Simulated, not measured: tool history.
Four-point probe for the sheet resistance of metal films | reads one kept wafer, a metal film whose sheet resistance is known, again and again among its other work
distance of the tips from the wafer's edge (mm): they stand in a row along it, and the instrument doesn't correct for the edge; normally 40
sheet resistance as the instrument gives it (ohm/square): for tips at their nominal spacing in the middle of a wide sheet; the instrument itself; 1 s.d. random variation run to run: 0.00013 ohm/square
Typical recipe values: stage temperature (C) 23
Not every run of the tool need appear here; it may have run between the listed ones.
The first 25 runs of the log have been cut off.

| run | hour | stage temperature (C) | distance of the tips from the wafer's edge (mm) | sheet resistance as the instrument gives it (ohm/square) |
|---|---|---|---|---|
| 26 | 2402.5 | 22 | 19 | 0.644854 |
| 27 | 2458.9 | 33 | 70 | 0.638462 |
|  | 2487.8 | stage's thermometer calibrated, once more |
| 28 | 2568.2 | 33 | 3 | 0.652718 |
| 29 | 2678.9 | 33 | 60 | 0.637649 |
| 30 | 2741.4 | 28 | 3 | 0.655151 |
| 31 | 2830.4 | 28 | 3 | 0.655089 |
| 32 | 2934.1 | 21 | 8 | 0.645663 |
| 33 | 3063.4 | 23 | 25 | 0.642229 |
| 34 | 3203.6 | 23 | 25 | 0.642035 |
| 35 | 3280 | 23 | 25 | 0.641841 |
| 36 | 3386.4 | 23 | 40 | 0.64163 |
| 37 | 3456.5 | 25 | 10 | 0.641704 |
| 38 | 3592.8 | 22 | 11 | 0.642802 |
| 39 | 3710.5 | 33 | 23 | 0.635642 |
| 40 | 3798.5 | 26 | 10 | 0.640321 |
| 41 | 3923.4 | 29 | 10 | 0.638297 |
| 42 | 4004.1 | 33 | 31 | 0.635234 |
| 43 | 4096.4 | 18 | 6 | 0.646648 |

Expected results for the next run?
| 44 | 4162.7 | 34 | 10 | ? |

Run 44 yielded sheet resistance as the instrument gives it (ohm/square) 0.635562.
Without the tool's hidden state the same run would have given sheet resistance as the instrument gives it (ohm/square) 0.640881.
